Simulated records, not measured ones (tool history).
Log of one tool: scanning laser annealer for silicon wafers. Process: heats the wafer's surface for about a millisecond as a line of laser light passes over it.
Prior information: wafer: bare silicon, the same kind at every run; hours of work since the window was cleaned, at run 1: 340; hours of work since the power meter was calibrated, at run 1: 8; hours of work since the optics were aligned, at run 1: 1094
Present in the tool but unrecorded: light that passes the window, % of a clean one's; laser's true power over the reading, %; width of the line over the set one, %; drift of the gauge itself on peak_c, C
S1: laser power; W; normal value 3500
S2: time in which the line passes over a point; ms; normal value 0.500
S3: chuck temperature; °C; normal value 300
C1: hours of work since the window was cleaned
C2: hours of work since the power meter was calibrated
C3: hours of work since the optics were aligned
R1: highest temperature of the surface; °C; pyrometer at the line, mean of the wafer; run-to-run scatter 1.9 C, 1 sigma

run 1 day=0.000 | S1=3500 S2=0.500 S3=300 | C1=340 C2=8 C3=1094 | R1=1144
run 2 day=0.279 | S1=3352 S2=0.500 S3=300 | C1=343 C2=11 C3=1097 | R1=1097
run 3 day=0.746 | S1=3500 S2=0.500 S3=300 | C1=348 C2=16 C3=1102 | R1=1142
run 4 day=1.262 | S1=3500 S2=0.500 S3=300 | C1=353 C2=22 C3=1108 | R1=1147
run 5 day=1.696 | S1=3073 S2=0.500 S3=300 | C1=358 C2=26 C3=1113 | R1=1017
run 6 day=2.271 | S1=3073 S2=0.500 S3=300 | C1=364 C2=32 C3=1119 | R1=1021
run 7 day=2.579 | S1=3073 S2=0.500 S3=300 | C1=367 C2=36 C3=1122 | R1=1019
run 8 day=3.062 | S1=3445 S2=0.500 S3=300 | C1=373 C2=41 C3=1127 | R1=1130
run 9 day=3.329 | S1=3445 S2=0.500 S3=300 | C1=376 C2=44 C3=1130 | R1=1126
run 10 day=3.796 | S1=3500 S2=0.500 S3=300 | C1=381 C2=49 C3=1135 | R1=1141
run 11 day=4.071 | S1=3500 S2=0.500 S3=300 | C1=383 C2=52 C3=1138 | R1=1147
run 12 day=4.683 | S1=3500 S2=0.500 S3=300 | C1=390 C2=58 C3=1145 | R1=1146
run 13 day=5.033 | S1=3500 S2=0.500 S3=300 | C1=394 C2=62 C3=1149 | R1=1140
run 14 day=5.321 | S1=3500 S2=0.437 S3=300 | C1=397 C2=65 C3=1152 | R1=1097
run 15 day=5.838 | S1=3706 S2=0.585 S3=290 | C1=403 C2=71 C3=1157 | R1=1267
run 16 day=6.400 | S1=3379 S2=0.383 S3=275 | C1=409 C2=77 C3=1163 | R1=985
run 17 day=6.792 | S1=3379 S2=0.383 S3=275 | C1=413 C2=81 C3=1168 | R1=988
run 18 day=7.229 | S1=3379 S2=0.383 S3=275 | C1=418 C2=86 C3=1172 | R1=989
run 19 day=7.538 | S1=3500 S2=0.542 S3=300 | C1=421 C2=89 C3=1176 | R1=1175
run 20 day=8.142 | S1=3500 S2=0.542 S3=300 | C1=427 C2=96 C3=1182 | R1=1175
run 21 day=8.646 | S1=3500 S2=0.542 S3=300 | C1=433 C2=101 C3=1187 | R1=1175
run 22 day=8.996 | S1=3500 S2=0.477 S3=300 | C1=437 C2=105 C3=1191 | R1=1126
run 23 day=9.446 | S1=3393 S2=0.571 S3=319 | C1=441 C2=110 C3=1196 | R1=1181
run 24 day=9.933 | S1=3406 S2=0.553 S3=323 | C1=447 C2=115 C3=1201 | R1=1177
run 25 day=10.242 | S1=3496 S2=0.407 S3=280 | C1=450 C2=118 C3=1205 | R1=1048
run 26 day=10.858 | S1=3665 S2=0.529 S3=336 | C1=457 C2=125 C3=1211 | R1=1249
run 27 day=11.400 | S1=3332 S2=0.440 S3=327 | C1=462 C2=131 C3=1217 | R1=1073

Alternative continuations, all from the tool just after run 27; predict every row:
run A day=11.667 | S1=3620 S2=0.500 S3=300 | C1=465 C2=134 C3=1220 | R1=?
run B day=11.667 | S1=3132 S2=0.589 S3=303 | C1=465 C2=134 C3=1220 | R1=?
run C day=11.667 | S1=3360 S2=0.559 S3=300 | C1=465 C2=134 C3=1220 | R1=?

run=A R1=1180
run=B R1=1097
run=C R1=1146
With no hidden state in the tool, these same runs would have given:
run=A R1=1180
run=B R1=1098
run=C R1=1146
